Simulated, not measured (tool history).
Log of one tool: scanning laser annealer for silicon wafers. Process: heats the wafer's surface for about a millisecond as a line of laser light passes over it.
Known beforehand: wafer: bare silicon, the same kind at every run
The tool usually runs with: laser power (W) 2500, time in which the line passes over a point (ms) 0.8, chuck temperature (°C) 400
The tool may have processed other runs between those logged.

run,hour,laser power (W),time in which the line passes over a point (ms),chuck temperature (°C),highest temperature of the surface (°C)
1,0,2500,0.8,400,1186
2,25.5,2500,0.8,400,1186
# hour 43.4: window over the wafer cleaned
3,60.1,2500,0.8,400,1235
4,108.2,2500,0.8,400,1229
5,147.8,2500,0.8,400,1228
6,182,2693,0.8,400,1295
7,220.7,2693,0.8,400,1288
8,256.6,2693,0.8,400,1286
9,298.9,2693,0.8,400,1281
10,328.4,2693,0.8,400,1285
11,364.1,2693,0.8,400,1277
12,405.9,2693,0.8,400,1274
13,454.8,2500,0.8,400,1199
14,504.1,2500,0.8,368,1165
15,559.9,2562,0.763,368,1165
16,610.9,2562,0.763,368,1160
# hour 654.5: window over the wafer cleaned
17,661.3,2437,0.582,377,1085
18,694.7,2500,0.752,400,1208
19,746.7,2500,0.752,400,1206
20,783.8,2500,0.752,400,1204
21,838.7,2500,0.645,400,1153
22,868.6,2500,0.684,416,1179
23,912.9,2193,0.684,416,1075
24,936.7,2434,0.727,379,1133
25,962,2542,0.995,400,1301
26,986.4,2542,0.995,400,1300
27,1033.1,2647,0.858,415,1294
28,1079.3,2381,0.578,383,1045

3 options for the next run, each taken on its own from the tool as it stands now. Forecast them:
A,1128.6,2253,0.688,428,?
B,1128.6,2500,0.709,400,?
C,1128.6,2660,0.713,383,?

run,highest temperature of the surface (°C)
A,1089
B,1159
C,1192
With no hidden state in the tool, these same runs would have given:
run,highest temperature of the surface (°C)
A,1128
B,1203
C,1240
